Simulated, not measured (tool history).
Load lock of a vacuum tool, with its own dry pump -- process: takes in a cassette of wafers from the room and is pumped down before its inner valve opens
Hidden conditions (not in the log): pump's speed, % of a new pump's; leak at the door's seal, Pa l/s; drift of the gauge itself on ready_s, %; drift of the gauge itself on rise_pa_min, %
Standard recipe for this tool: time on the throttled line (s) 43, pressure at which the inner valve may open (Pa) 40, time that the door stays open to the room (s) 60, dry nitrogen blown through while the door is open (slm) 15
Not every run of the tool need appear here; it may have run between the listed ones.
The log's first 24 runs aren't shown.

run	hour	time on the throttled line (s)	pressure at which the inner valve may open (Pa)	time that the door stays open to the room (s)	dry nitrogen blown through while the door is open (slm)	hours that the pump has run since its overhaul	times that the door has closed on its seal	incoming humidity of the room's air, %	time from the closed door until the inner valve may open (s)	rise of the pressure with all valves shut (Pa/min)
25	3170.0	76	35	106	15	7733	16980	44.9	97.8	0.264
26	3295.7	26	41	60	13	7859	17557	43.7	58.8	0.270
27	3429.1	28	40	57	7	7992	18170	45.3	60.3	0.286
28	3538.4	43	40	85	6	8102	18672	46.6	72.2	0.300
29	3692.7	43	40	85	6	8256	19381	42.7	71.9	0.311
30	3858.4	43	40	85	6	8422	20142	45.8	72.8	0.330
31	4019.9	56	73	208	5	8583	20883	47.0	79.2	0.361
# hour 4030.1: door's seal changed, seat wiped
32	4106.0	56	30	208	32	8668	348	45.4	82.6	0.037
33	4189.9	56	30	171	41	8752	734	45.7	83.5	0.035
34	4269.0	56	35	32	25	8831	1097	45.3	83.0	0.030
35	4423.5	56	65	137	4	8985	1807	42.2	80.2	0.055
36	4557.8	84	65	214	4	9120	2423	46.9	101.0	0.077

Here are 4 independent what-if runs from the current tool condition. What would each one return?
A	4636.9	68	62	60	30	9199	2787	47.3	?	?
B	4636.9	43	40	60	5	9199	2787	44.5	?	?
C	4636.9	84	65	224	4	9199	2787	43.5	?	?
D	4636.9	29	36	60	20	9199	2787	45.3	?	?

run	time from the closed door until the inner valve may open (s)	rise of the pressure with all valves shut (Pa/min)
A	89.1	0.047
B	72.3	0.058
C	101.4	0.072
D	62.3	0.048
Without the tool's unlogged condition, the same runs would have read:
run	time from the closed door until the inner valve may open (s)	rise of the pressure with all valves shut (Pa/min)
A	86.9	0.029
B	69.3	0.040
C	99.7	0.054
D	59.0	0.030
